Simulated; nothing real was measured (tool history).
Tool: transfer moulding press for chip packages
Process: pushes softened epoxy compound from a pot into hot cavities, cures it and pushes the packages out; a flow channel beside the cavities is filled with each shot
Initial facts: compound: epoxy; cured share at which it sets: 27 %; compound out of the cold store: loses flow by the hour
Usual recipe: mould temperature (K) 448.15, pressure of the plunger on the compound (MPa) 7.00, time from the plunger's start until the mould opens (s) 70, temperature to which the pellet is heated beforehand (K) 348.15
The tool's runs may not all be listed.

run	day	mould temperature (K)	pressure of the plunger on the compound (MPa)	time from the plunger's start until the mould opens (s)	temperature to which the pellet is heated beforehand (K)	incoming compound's hours out of the cold store	length that the compound runs in the flow channel (mm)	greatest force on the pins that push the packages out (N)
1	0.000	448.15	7.00	70	348.15	12.7	907	1114
# day 0.333: cavities cleaned with cleaning compound and waxed
2	0.404	448.15	7.00	70	348.15	34.5	834	757
3	0.938	448.15	7.00	70	348.15	28.0	864	925
# day 1.358: plunger's sealing rings changed
4	1.358	448.15	7.00	70	348.15	34.0	901	1004
# day 1.946: cavities cleaned with cleaning compound and waxed
5	1.975	448.15	7.00	70	348.15	23.0	938	793
6	2.379	448.15	7.00	70	348.15	27.1	926	911
7	2.875	450.15	7.00	70	348.15	15.3	955	942
8	3.167	450.15	7.00	70	348.15	20.0	943	991
# day 3.475: cavities cleaned with cleaning compound and waxed
9	3.538	448.15	7.00	70	354.15	41.2	864	752
10	4.000	451.15	7.00	70	340.15	31.6	886	801
11	4.304	451.15	7.00	86	357.15	46.7	842	627
12	4.733	445.15	6.06	88	351.15	19.9	875	789
# day 5.021: cavities cleaned with cleaning compound and waxed
13	5.300	445.15	6.06	88	351.15	20.4	868	586
14	5.788	448.15	7.00	70	355.15	25.1	909	945
15	6.296	448.15	7.00	93	355.15	33.2	876	687

Selected run-to-run steps in length that the compound runs in the flow channel (mm), each split into two signed amounts: the part the tool would show with no hidden state at all (from settings, incoming material and random variation), and the remainder, which goes to the hidden state together with any gauge scatter not common to the measured and the hidden-state-free results:
The hidden state here: true mould temperature over the reading, C; pressure that reaches the compound, % of what is set; grip of the stained cavities, % over clean ones'; drift of the gauge itself on flow_mm, %; drift of the gauge itself on push_out_n, %.
Run 3 -> 4: plunger's sealing rings changed. length that the compound runs in the flow channel (mm) +37: hidden state +69, all else -32.
Run 8 -> 9: mould temperature (K) 450.15 -> 448.15, temperature to which the pellet is heated beforehand (K) 348.15 -> 354.15, cavities cleaned with cleaning compound and waxed. length that the compound runs in the flow channel (mm) -79: hidden state -2, all else -77.
